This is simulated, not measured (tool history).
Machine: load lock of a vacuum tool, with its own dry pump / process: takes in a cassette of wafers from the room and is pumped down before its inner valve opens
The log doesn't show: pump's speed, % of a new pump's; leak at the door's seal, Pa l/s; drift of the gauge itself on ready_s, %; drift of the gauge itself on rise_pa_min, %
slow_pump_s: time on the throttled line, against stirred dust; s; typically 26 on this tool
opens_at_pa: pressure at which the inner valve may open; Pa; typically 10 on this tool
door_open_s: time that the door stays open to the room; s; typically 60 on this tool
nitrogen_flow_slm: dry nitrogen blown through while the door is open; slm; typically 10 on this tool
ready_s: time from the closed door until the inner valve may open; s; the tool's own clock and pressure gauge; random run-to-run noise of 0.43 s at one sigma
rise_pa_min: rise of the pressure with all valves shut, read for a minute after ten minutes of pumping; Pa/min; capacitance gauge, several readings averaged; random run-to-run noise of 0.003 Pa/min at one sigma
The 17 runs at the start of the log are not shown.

run	hour	slow_pump_s	opens_at_pa	door_open_s	nitrogen_flow_slm	hours that the pump has run since its overhaul	times that the door has closed on its seal	incoming humidity of the room's air, %	ready_s	rise_pa_min
18	2522	26	10	60	24	13245	6137	44.7	55.4	0.059
19	2699.2	26	10	60	10	13422	6456	46.2	55.7	0.064
20	2869	26	10	60	11	13591	6762	47.5	56.2	0.07
21	3060	26	11	47	10	13782	7106	45.2	55.6	0.071
22	3215.7	26	15	40	10	13938	7387	40.8	54.6	0.063
23	3373.3	26	12	142	43	14096	7671	44.5	54.6	0.069
24	3536.9	26	16	60	25	14259	7966	45.7	54.1	0.069
25	3743	27	16	60	8	14465	8337	45	55	0.088
26	3927.7	27	16	60	8	14650	8670	45.5	54.5	0.088
27	4058.2	27	16	102	8	14781	8906	43	54.9	0.1
28	4198.7	26	17	60	12	14921	9159	43.6	53.7	0.089
29	4357.7	26	10	103	11	15080	9446	46.3	56.6	0.107
30	4495.8	26	10	71	6	15218	9694	43.9	56.1	0.107
31	4695.4	26	9	168	6	15418	10054	43.5	56.3	0.151
32	4824	26	9	168	6	15547	10286	43.3	57.6	0.148
33	4936.4	22	9	168	35	15659	10489	43.3	52.8	0.097
34	5136.2	22	9	168	35	15859	10849	49.7	53.7	0.112
35	5361.3	22	9	168	35	16084	11254	46.6	54	0.115
36	5518.1	22	9	168	35	16241	11537	48.2	54.4	0.112
37	5642.7	43	11	26	14	16365	11762	45.9	69.4	0.1

Alternative continuations, all from the tool just after run 37; predict every row:
A	5788.5	16	8	79	14	16511	12025	46.9	?	?
B	5788.5	39	11	126	14	16511	12025	42.5	?	?
C	5788.5	14	18	60	10	16511	12025	46.4	?	?

run	ready_s	rise_pa_min
A	50.4	0.122
B	66.4	0.128
C	44.1	0.121
Without the tool's hidden state the same runs would have given:
run	ready_s	rise_pa_min
A	45	0.033
B	62.2	0.04
C	39.4	0.034
